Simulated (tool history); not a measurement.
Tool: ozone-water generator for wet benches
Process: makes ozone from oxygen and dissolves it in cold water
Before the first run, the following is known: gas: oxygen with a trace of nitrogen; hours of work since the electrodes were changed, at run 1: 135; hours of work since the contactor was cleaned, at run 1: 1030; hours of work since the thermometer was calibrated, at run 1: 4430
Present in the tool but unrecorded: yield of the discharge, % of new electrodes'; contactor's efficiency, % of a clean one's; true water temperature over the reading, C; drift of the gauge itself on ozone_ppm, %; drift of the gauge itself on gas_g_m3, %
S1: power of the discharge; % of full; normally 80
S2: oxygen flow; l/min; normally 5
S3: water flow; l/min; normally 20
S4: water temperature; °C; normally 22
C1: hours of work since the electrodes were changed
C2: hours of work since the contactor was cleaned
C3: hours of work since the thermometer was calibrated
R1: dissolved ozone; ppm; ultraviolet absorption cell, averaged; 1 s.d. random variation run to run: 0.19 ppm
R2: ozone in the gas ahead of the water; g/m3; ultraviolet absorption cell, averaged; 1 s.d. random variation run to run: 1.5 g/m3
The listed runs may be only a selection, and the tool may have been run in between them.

run 1 hour=0 | S1=80 S2=5 S3=20 S4=22 | C1=135 C2=1030 C3=4430 | R1=27 R2=282.8
run 2 hour=132.1 | S1=80 S2=5 S3=20 S4=22 | C1=264 C2=1159 C3=4559 | R1=27.5 R2=286.7
run 3 hour=212.9 | S1=80 S2=5 S3=20 S4=22 | C1=343 C2=1238 C3=4638 | R1=27.5 R2=283.7
-- hour=289 water thermometer calibrated
run 4 hour=289.5 | S1=80 S2=5 S3=20 S4=22 | C1=417 C2=1312 C3=0 | R1=27.1 R2=286.3
run 5 hour=363.9 | S1=80 S2=5.73 S3=20 S4=22 | C1=490 C2=1384 C3=73 | R1=27.7 R2=264.4
run 6 hour=467.1 | S1=80 S2=5.73 S3=20 S4=22 | C1=590 C2=1485 C3=174 | R1=27.3 R2=267.3
run 7 hour=563.2 | S1=80 S2=5 S3=20 S4=22 | C1=684 C2=1579 C3=267 | R1=27.5 R2=285
run 8 hour=671.1 | S1=62 S2=5 S3=20 S4=22 | C1=789 C2=1684 C3=372 | R1=23.3 R2=246.2
run 9 hour=774.8 | S1=62 S2=5 S3=20 S4=22 | C1=890 C2=1785 C3=474 | R1=23.6 R2=248.4
run 10 hour=884.5 | S1=80 S2=5 S3=30 S4=22 | C1=997 C2=1892 C3=581 | R1=20 R2=289
run 11 hour=949.9 | S1=80 S2=5 S3=20 S4=25 | C1=1061 C2=1956 C3=644 | R1=25.9 R2=289.5
run 12 hour=1069.7 | S1=80 S2=5 S3=20 S4=25 | C1=1178 C2=2072 C3=761 | R1=26.2 R2=288.1
run 13 hour=1139.6 | S1=80 S2=5 S3=21 S4=22 | C1=1246 C2=2141 C3=829 | R1=26.2 R2=285
run 14 hour=1248.8 | S1=80 S2=5 S3=21 S4=22 | C1=1352 C2=2247 C3=936 | R1=26.3 R2=288.1
run 15 hour=1321.5 | S1=80 S2=5 S3=21 S4=20 | C1=1423 C2=2318 C3=1006 | R1=27.1 R2=286.5
run 16 hour=1435.9 | S1=80 S2=5 S3=21 S4=20 | C1=1535 C2=2429 C3=1118 | R1=27.1 R2=289.5
run 17 hour=1526.5 | S1=44 S2=8.37 S3=29 S4=18 | C1=1623 C2=2518 C3=1206 | R1=16.1 R2=156.9
run 18 hour=1582.8 | S1=55 S2=7.26 S3=21 S4=15 | C1=1678 C2=2573 C3=1261 | R1=23.6 R2=190.3
run 19 hour=1648.3 | S1=53 S2=5 S3=14 S4=18 | C1=1742 C2=2637 C3=1325 | R1=29 R2=229
run 20 hour=1703.9 | S1=61 S2=5 S3=20 S4=18 | C1=1796 C2=2691 C3=1379 | R1=24.5 R2=244.8
run 21 hour=1767.9 | S1=61 S2=4.84 S3=20 S4=18 | C1=1858 C2=2753 C3=1442 | R1=24.5 R2=250.8
run 22 hour=1828 | S1=57 S2=2.78 S3=22 S4=27 | C1=1917 C2=2812 C3=1500 | R1=18.8 R2=323.1
run 23 hour=1888.9 | S1=57 S2=2.78 S3=22 S4=27 | C1=1976 C2=2871 C3=1560 | R1=18.9 R2=322.8
run 24 hour=1990 | S1=96 S2=3.06 S3=29 S4=27 | C1=2075 C2=2970 C3=1658 | R1=20.3 R2=417.2
run 25 hour=2055.1 | S1=72 S2=7.72 S3=12 S4=17 | C1=2138 C2=3033 C3=1722 | R1=36.5 R2=218.8
run 26 hour=2115.4 | S1=80 S2=4.81 S3=26 S4=22 | C1=2197 C2=3092 C3=1780 | R1=22.5 R2=296.1
run 27 hour=2213.9 | S1=80 S2=4.81 S3=26 S4=22 | C1=2293 C2=3188 C3=1876 | R1=22.4 R2=296.2
run 28 hour=2310.6 | S1=41 S2=5.58 S3=20 S4=23 | C1=2387 C2=3282 C3=1971 | R1=18 R2=186.3
run 29 hour=2436.1 | S1=80 S2=5 S3=23 S4=16 | C1=2510 C2=3404 C3=2093 | R1=26.6 R2=292.5
run 30 hour=2494.9 | S1=80 S2=3.15 S3=20 S4=20 | C1=2567 C2=3462 C3=2150 | R1=26.9 R2=368.3

For each entry between runs, how does the tool's hidden state at the last listed run before it compare with that at the first listed run after it?
Logged between run 3 and run 4: water thermometer calibrated (hour 289)
  drift of the gauge itself on gas_g_m3, %: 0.19 -> 0.26
  measured less the result without the state, R2: +0.5 -> +0.7 g/m3
